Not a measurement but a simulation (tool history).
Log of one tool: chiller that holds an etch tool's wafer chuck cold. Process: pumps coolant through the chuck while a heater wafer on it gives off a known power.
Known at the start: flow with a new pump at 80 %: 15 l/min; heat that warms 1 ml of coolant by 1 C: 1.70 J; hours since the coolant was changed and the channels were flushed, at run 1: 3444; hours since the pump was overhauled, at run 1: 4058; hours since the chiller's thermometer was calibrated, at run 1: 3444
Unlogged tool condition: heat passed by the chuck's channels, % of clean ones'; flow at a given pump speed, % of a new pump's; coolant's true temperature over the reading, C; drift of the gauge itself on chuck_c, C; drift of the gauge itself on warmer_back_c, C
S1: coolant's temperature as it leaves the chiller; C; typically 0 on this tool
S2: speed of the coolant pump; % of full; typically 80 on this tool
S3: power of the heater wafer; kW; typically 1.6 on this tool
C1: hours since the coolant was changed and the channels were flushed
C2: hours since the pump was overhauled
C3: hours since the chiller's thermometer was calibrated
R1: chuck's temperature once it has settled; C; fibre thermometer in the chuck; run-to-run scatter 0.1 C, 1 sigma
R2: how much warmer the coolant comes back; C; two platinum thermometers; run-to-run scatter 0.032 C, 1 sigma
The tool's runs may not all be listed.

run 1 day=0 | S1=0 S2=80 S3=1.6 | C1=3444 C2=4058 C3=3444 | R1=13.4 R2=3.99
run 2 day=4.275 | S1=0 S2=80 S3=1.6 | C1=3546 C2=4161 C3=3546 | R1=13.2 R2=4.04
-- day=6.529 chiller's thermometer calibrated
run 3 day=12.542 | S1=0 S2=80 S3=1.6 | C1=3744 C2=4358 C3=144 | R1=13.6 R2=4.06
run 4 day=17.583 | S1=-7 S2=80 S3=1.6 | C1=3865 C2=4479 C3=265 | R1=6.6 R2=4
run 5 day=23.025 | S1=0 S2=80 S3=1.6 | C1=3995 C2=4610 C3=396 | R1=13.5 R2=4.08
run 6 day=31.554 | S1=0 S2=80 S3=1.6 | C1=4200 C2=4814 C3=601 | R1=13.9 R2=4.06
run 7 day=36.233 | S1=0 S2=62 S3=1.6 | C1=4312 C2=4927 C3=713 | R1=16.6 R2=5.29
run 8 day=43.104 | S1=0 S2=62 S3=1.6 | C1=4477 C2=5092 C3=878 | R1=16.5 R2=5.27
-- day=48.862 chiller's thermometer calibrated, once more
run 9 day=48.862 | S1=0 S2=62 S3=1.6 | C1=4614 C2=5229 C3=0 | R1=16 R2=5.31
run 10 day=52.446 | S1=0 S2=62 S3=1.6 | C1=4700 C2=5315 C3=86 | R1=16 R2=5.29
run 11 day=59.221 | S1=8 S2=62 S3=1.6 | C1=4863 C2=5477 C3=249 | R1=24 R2=5.31
run 12 day=67 | S1=8 S2=62 S3=1.6 | C1=5050 C2=5664 C3=435 | R1=24.3 R2=5.35
run 13 day=75.254 | S1=8 S2=62 S3=1.6 | C1=5248 C2=5862 C3=633 | R1=24.4 R2=5.27
run 14 day=80.829 | S1=-10 S2=62 S3=1.7 | C1=5382 C2=5996 C3=767 | R1=7.4 R2=5.69
run 15 day=86.904 | S1=-9 S2=72 S3=1.6 | C1=5527 C2=6142 C3=913 | R1=6.1 R2=4.58
run 16 day=92.383 | S1=2 S2=72 S3=1.6 | C1=5659 C2=6273 C3=1045 | R1=17.1 R2=4.61
run 17 day=99.804 | S1=2 S2=94 S3=1.975 | C1=5837 C2=6451 C3=1223 | R1=17.6 R2=4.3
run 18 day=107.608 | S1=-3 S2=80 S3=1.6 | C1=6024 C2=6639 C3=1410 | R1=11.4 R2=4.19
run 19 day=111.521 | S1=-1 S2=89 S3=1.6 | C1=6118 C2=6732 C3=1504 | R1=12.3 R2=3.75
run 20 day=118.933 | S1=-1 S2=89 S3=1.6 | C1=6296 C2=6910 C3=1682 | R1=12.5 R2=3.72
run 21 day=126.308 | S1=-1 S2=89 S3=1.6 | C1=6473 C2=7087 C3=1859 | R1=12.7 R2=3.75
run 22 day=134.646 | S1=-1 S2=89 S3=1.6 | C1=6673 C2=7287 C3=2059 | R1=12.7 R2=3.75
run 23 day=141.883 | S1=0 S2=80 S3=1.289 | C1=6847 C2=7461 C3=2233 | R1=12 R2=3.4

Below are 3 alternative next runs, each starting from the tool's condition after run 23. Predict each:
run A day=148.3 | S1=0 S2=62 S3=1.274 | C1=7001 C2=7615 C3=2387 | R1=? R2=?
run B day=148.3 | S1=-8 S2=60 S3=1.111 | C1=7001 C2=7615 C3=2387 | R1=? R2=?
run C day=148.3 | S1=-1 S2=94 S3=1.02 | C1=7001 C2=7615 C3=2387 | R1=? R2=?

run=A R1=14.1 R2=4.4
run=B R1=4.8 R2=3.89
run=C R1=7.7 R2=2.31
With no hidden state in the tool, these same runs would have given:
run=A R1=11 R2=3.95
run=B R1=2 R2=3.49
run=C R1=5.7 R2=2.07

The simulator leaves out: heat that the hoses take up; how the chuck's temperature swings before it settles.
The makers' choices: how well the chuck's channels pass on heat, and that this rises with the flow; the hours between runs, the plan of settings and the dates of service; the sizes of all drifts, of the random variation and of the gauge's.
